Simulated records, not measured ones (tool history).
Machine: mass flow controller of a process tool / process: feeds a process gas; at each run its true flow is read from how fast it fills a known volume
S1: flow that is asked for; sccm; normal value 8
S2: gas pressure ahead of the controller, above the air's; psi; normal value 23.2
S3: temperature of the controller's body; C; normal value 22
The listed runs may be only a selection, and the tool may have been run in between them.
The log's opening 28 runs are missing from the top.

run 29 day=72.946 | S1=18 S2=21.6 S3=22 | true_flow_(%)=101.21
run 30 day=74.525 | S1=16 S2=31.3 S3=22 | true_flow_(%)=100.9
run 31 day=77.775 | S1=16 S2=31.3 S3=22 | true_flow_(%)=100.88
run 32 day=81.2 | S1=3 S2=25.7 S3=34 | true_flow_(%)=103.36
run 33 day=84.038 | S1=10 S2=32.9 S3=27 | true_flow_(%)=101.24
run 34 day=86.896 | S1=2 S2=32.9 S3=40 | true_flow_(%)=104.52
run 35 day=90.054 | S1=8 S2=37.4 S3=25 | true_flow_(%)=101.11
run 36 day=92.096 | S1=6 S2=31.6 S3=34 | true_flow_(%)=102.11
run 37 day=94.983 | S1=2 S2=27.8 S3=23 | true_flow_(%)=104.01
run 38 day=97.554 | S1=5 S2=26.1 S3=21 | true_flow_(%)=102
run 39 day=100.529 | S1=4 S2=37.4 S3=23 | true_flow_(%)=102.02
run 40 day=103.325 | S1=14 S2=36.4 S3=24 | true_flow_(%)=100.95
run 41 day=105.05 | S1=8 S2=33.5 S3=27 | true_flow_(%)=101.57
run 42 day=107.842 | S1=8 S2=33.5 S3=27 | true_flow_(%)=101.56
run 43 day=110.288 | S1=5 S2=38.6 S3=25 | true_flow_(%)=101.68
run 44 day=113.988 | S1=5 S2=38.6 S3=25 | true_flow_(%)=101.87
run 45 day=117.075 | S1=2 S2=30 S3=36 | true_flow_(%)=104.99
run 46 day=118.933 | S1=4 S2=30 S3=30 | true_flow_(%)=102.86
run 47 day=121.792 | S1=4 S2=26.4 S3=30 | true_flow_(%)=103.08
run 48 day=125.446 | S1=12 S2=23.2 S3=39 | true_flow_(%)=102.29
run 49 day=128.921 | S1=12 S2=23.2 S3=39 | true_flow_(%)=102.34
run 50 day=132.338 | S1=16 S2=27.6 S3=21 | true_flow_(%)=101.21

Below are 3 alternative next runs, each starting from the tool's condition after run 50. Predict each:
run A day=134.988 | S1=13 S2=27.4 S3=22 | true_flow_(%)=?
run B day=134.988 | S1=6 S2=23.2 S3=20 | true_flow_(%)=?
run C day=134.988 | S1=2 S2=29 S3=37 | true_flow_(%)=?

run=A true_flow_(%)=101.38
run=B true_flow_(%)=102.11
run=C true_flow_(%)=105.44
Without the tool's unlogged condition, the same runs would have read:
run=A true_flow_(%)=99.77
run=B true_flow_(%)=99.73
run=C true_flow_(%)=100.17
